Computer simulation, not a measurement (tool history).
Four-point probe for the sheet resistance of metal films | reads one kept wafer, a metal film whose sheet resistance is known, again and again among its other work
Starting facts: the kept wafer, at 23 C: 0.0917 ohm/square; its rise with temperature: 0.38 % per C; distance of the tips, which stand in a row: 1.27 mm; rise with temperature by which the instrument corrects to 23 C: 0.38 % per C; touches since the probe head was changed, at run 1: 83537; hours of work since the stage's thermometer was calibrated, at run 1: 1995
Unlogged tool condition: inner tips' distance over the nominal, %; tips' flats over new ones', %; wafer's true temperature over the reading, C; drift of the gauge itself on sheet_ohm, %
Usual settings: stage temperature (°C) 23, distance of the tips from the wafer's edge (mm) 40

run,hour,stage temperature (°C),distance of the tips from the wafer's edge (mm),touches since the probe head was changed,hours of work since the stage's thermometer was calibrated,sheet resistance as the instrument gives it (ohm/square)
1,0,23,40,83537,1995,0.092607
2,27.6,27,40,84641,2010,0.092616
3,66.4,23,40,86195,2030,0.092658
4,116,23,40,88181,2056,0.092651
5,152.2,23,40,89629,2074,0.092634
6,197,23,15,91421,2098,0.092966
7,241.6,23,15,93207,2121,0.092977
8,276.4,27,15,94599,2139,0.09298
9,320.6,23,40,96369,2162,0.092707
# hour 324.4: stage's thermometer calibrated
10,362.5,23,40,98026,20,0.092771
11,398.3,33,9,99456,38,0.093716
12,454.8,33,9,101719,68,0.093696
13,481.2,25,23,102773,82,0.092878
14,523.4,30,15,104464,104,0.093122
# hour 569.4: stage's thermometer calibrated, once more
15,579.7,21,8,106697,5,0.093709
16,613.7,34,18,108060,23,0.092716
17,643.8,26,4,109261,39,0.097218
18,694.3,19,9,111284,65,0.093535
19,729,23,51,112672,83,0.09258
20,767.1,23,51,114196,103,0.092548

What if the next run were any one of these 3? Each begins from the tool's condition after run 20:
A,804.1,23,64,115676,122,?
B,804.1,20,40,115676,122,?
C,804.1,35,5,115676,122,?

run,sheet resistance as the instrument gives it (ohm/square)
A,0.092529
B,0.092579
C,0.095618
The same runs, with their run-to-run variation unchanged, on a tool lacking any hidden condition would have given:
run,sheet resistance as the instrument gives it (ohm/square)
A,0.091692
B,0.091742
C,0.094756

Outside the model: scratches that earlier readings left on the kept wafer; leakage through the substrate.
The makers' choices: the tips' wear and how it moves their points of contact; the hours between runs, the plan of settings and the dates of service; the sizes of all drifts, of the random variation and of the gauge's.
